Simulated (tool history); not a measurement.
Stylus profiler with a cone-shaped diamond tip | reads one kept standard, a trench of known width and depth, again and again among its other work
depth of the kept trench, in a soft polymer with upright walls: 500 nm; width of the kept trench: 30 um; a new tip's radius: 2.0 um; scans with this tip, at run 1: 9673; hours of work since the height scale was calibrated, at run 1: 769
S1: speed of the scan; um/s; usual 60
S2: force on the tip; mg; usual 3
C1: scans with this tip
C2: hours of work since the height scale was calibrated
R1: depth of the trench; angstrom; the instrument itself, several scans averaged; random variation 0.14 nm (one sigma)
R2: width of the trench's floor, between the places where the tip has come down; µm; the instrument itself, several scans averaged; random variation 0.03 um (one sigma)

{"run": 1, "day": 0.0, "S1": 60, "S2": 3, "C1": 9673, "C2": 769, "R1": 5047.7, "R2": 26.55}
{"run": 2, "day": 2.208, "S1": 62, "S2": 3, "C1": 9987, "C2": 794, "R1": 5048.6, "R2": 26.55}
{"run": 3, "day": 3.296, "S1": 73, "S2": 3, "C1": 10142, "C2": 806, "R1": 5049, "R2": 26.48}
{"run": 4, "day": 5.167, "S1": 33, "S2": 3, "C1": 10409, "C2": 828, "R1": 5045.6, "R2": 26.63}
{"run": 5, "day": 7.404, "S1": 33, "S2": 3, "C1": 10727, "C2": 853, "R1": 5046.6, "R2": 26.65}
{"run": 6, "day": 8.588, "S1": 33, "S2": 3, "C1": 10895, "C2": 866, "R1": 5045.9, "R2": 26.65}
{"run": 7, "day": 10.662, "S1": 33, "S2": 3, "C1": 11191, "C2": 890, "R1": 5045.5, "R2": 26.64}
{"run": 8, "day": 12.388, "S1": 67, "S2": 3, "C1": 11436, "C2": 909, "R1": 5047.4, "R2": 26.44}
{"run": 9, "day": 14.025, "S1": 67, "S2": 3, "C1": 11670, "C2": 928, "R1": 5045.5, "R2": 26.46}
{"run": 10, "day": 15.029, "S1": 43, "S2": 3, "C1": 11813, "C2": 939, "R1": 5047.9, "R2": 26.58}
{"run": 11, "day": 16.704, "S1": 43, "S2": 3, "C1": 12051, "C2": 958, "R1": 5049.1, "R2": 26.55}
{"run": 12, "day": 18.846, "S1": 43, "S2": 3, "C1": 12356, "C2": 982, "R1": 5046.4, "R2": 26.55}
{"run": 13, "day": 21.062, "S1": 43, "S2": 3, "C1": 12672, "C2": 1008, "R1": 5044.9, "R2": 26.56}
{"run": 14, "day": 22.717, "S1": 43, "S2": 3, "C1": 12907, "C2": 1026, "R1": 5044.3, "R2": 26.54}
{"run": 15, "day": 24.292, "S1": 60, "S2": 1.53, "C1": 13132, "C2": 1044, "R1": 5021.4, "R2": 26.33}
{"run": 16, "day": 26.212, "S1": 60, "S2": 1.53, "C1": 13405, "C2": 1066, "R1": 5019.9, "R2": 26.29}
{"run": 17, "day": 28.129, "S1": 33, "S2": 3, "C1": 13678, "C2": 1088, "R1": 5043, "R2": 26.53}
{"run": 18, "day": 29.388, "S1": 87, "S2": 3, "C1": 13857, "C2": 1102, "R1": 5042.3, "R2": 26.24}
{"run": 19, "day": 31.212, "S1": 87, "S2": 3, "C1": 14117, "C2": 1122, "R1": 5041.8, "R2": 26.21}
{"run": 20, "day": 32.921, "S1": 87, "S2": 3, "C1": 14360, "C2": 1142, "R1": 5040.6, "R2": 26.26}
{"run": 21, "day": 34.604, "S1": 49, "S2": 3, "C1": 14600, "C2": 1161, "R1": 5041.4, "R2": 26.39}
{"run": 22, "day": 35.917, "S1": 49, "S2": 3, "C1": 14787, "C2": 1176, "R1": 5042.2, "R2": 26.46}
{"run": 23, "day": 36.967, "S1": 49, "S2": 3, "C1": 14937, "C2": 1188, "R1": 5041.8, "R2": 26.45}
{"run": 24, "day": 39.067, "S1": 164, "S2": 1.29, "C1": 15235, "C2": 1211, "R1": 5010.4, "R2": 25.41}
{"run": 25, "day": 40.146, "S1": 60, "S2": 1.35, "C1": 15389, "C2": 1224, "R1": 5014.7, "R2": 26.24}
{"run": 26, "day": 41.604, "S1": 60, "S2": 3.42, "C1": 15597, "C2": 1240, "R1": 5045.5, "R2": 26.36}
{"run": 27, "day": 42.5, "S1": 28, "S2": 1.79, "C1": 15724, "C2": 1250, "R1": 5021.6, "R2": 26.44}
{"run": 28, "day": 43.746, "S1": 42, "S2": 5.03, "C1": 15902, "C2": 1264, "R1": 5064.1, "R2": 26.46}
{"run": 29, "day": 45.796, "S1": 171, "S2": 3.17, "C1": 16194, "C2": 1288, "R1": 5040.3, "R2": 25.78}
{"run": 30, "day": 47.533, "S1": 147, "S2": 1.55, "C1": 16441, "C2": 1307, "R1": 5014, "R2": 25.56}
{"run": 31, "day": 48.604, "S1": 147, "S2": 1.55, "C1": 16593, "C2": 1319, "R1": 5014.5, "R2": 25.64}
{"run": 32, "day": 49.771, "S1": 20, "S2": 1.35, "C1": 16760, "C2": 1333, "R1": 5010.7, "R2": 26.47}
{"run": 33, "day": 51.054, "S1": 72, "S2": 1.38, "C1": 16943, "C2": 1347, "R1": 5010.9, "R2": 26.06}
{"day": 52.338, "done": "height scale calibrated on a step standard"}
{"run": 34, "day": 53.104, "S1": 34, "S2": 1.55, "C1": 17232, "C2": 9, "R1": 5043.2, "R2": 26.33}
{"run": 35, "day": 54.879, "S1": 69, "S2": 8.65, "C1": 17484, "C2": 29, "R1": 5133.8, "R2": 26.33}
{"run": 36, "day": 56.742, "S1": 69, "S2": 8.65, "C1": 17749, "C2": 50, "R1": 5131.2, "R2": 26.4}
{"run": 37, "day": 58.808, "S1": 69, "S2": 8.65, "C1": 18044, "C2": 73, "R1": 5130.9, "R2": 26.34}
{"run": 38, "day": 59.733, "S1": 69, "S2": 8.65, "C1": 18175, "C2": 84, "R1": 5130.1, "R2": 26.33}
{"run": 39, "day": 61.258, "S1": 26, "S2": 3.29, "C1": 18393, "C2": 101, "R1": 5070.4, "R2": 26.38}
{"run": 40, "day": 62.621, "S1": 98, "S2": 8.2, "C1": 18587, "C2": 116, "R1": 5125.3, "R2": 26.28}
{"run": 41, "day": 64.558, "S1": 99, "S2": 4.04, "C1": 18862, "C2": 138, "R1": 5075.9, "R2": 26.08}
{"run": 42, "day": 65.479, "S1": 99, "S2": 4.04, "C1": 18993, "C2": 149, "R1": 5074.8, "R2": 26.1}
{"run": 43, "day": 67.225, "S1": 215, "S2": 3.49, "C1": 19242, "C2": 169, "R1": 5072, "R2": 25.52}
{"run": 44, "day": 69.342, "S1": 165, "S2": 1.99, "C1": 19543, "C2": 193, "R1": 5045.9, "R2": 25.51}

4 ways to go on from here, each from the tool as it stands after run 44. What would each give?
{"run": "A", "day": 71.408, "S1": 60, "S2": 4.7, "C1": 19838, "C2": 216, "R1": "?", "R2": "?"}
{"run": "B", "day": 71.408, "S1": 82, "S2": 1.07, "C1": 19838, "C2": 216, "R1": "?", "R2": "?"}
{"run": "C", "day": 71.408, "S1": 16, "S2": 2.9, "C1": 19838, "C2": 216, "R1": "?", "R2": "?"}
{"run": "D", "day": 71.408, "S1": 19, "S2": 3.82, "C1": 19838, "C2": 216, "R1": "?", "R2": "?"}

run=A R1=5083.6 R2=26.25
run=B R1=5028.7 R2=25.8
run=C R1=5060.6 R2=26.4
run=D R1=5072 R2=26.38
Without the tool's hidden state the same runs would have given:
run=A R1=5086.9 R2=27.12
run=B R1=5032 R2=26.67
run=C R1=5064 R2=27.27
run=D R1=5075.4 R2=27.25

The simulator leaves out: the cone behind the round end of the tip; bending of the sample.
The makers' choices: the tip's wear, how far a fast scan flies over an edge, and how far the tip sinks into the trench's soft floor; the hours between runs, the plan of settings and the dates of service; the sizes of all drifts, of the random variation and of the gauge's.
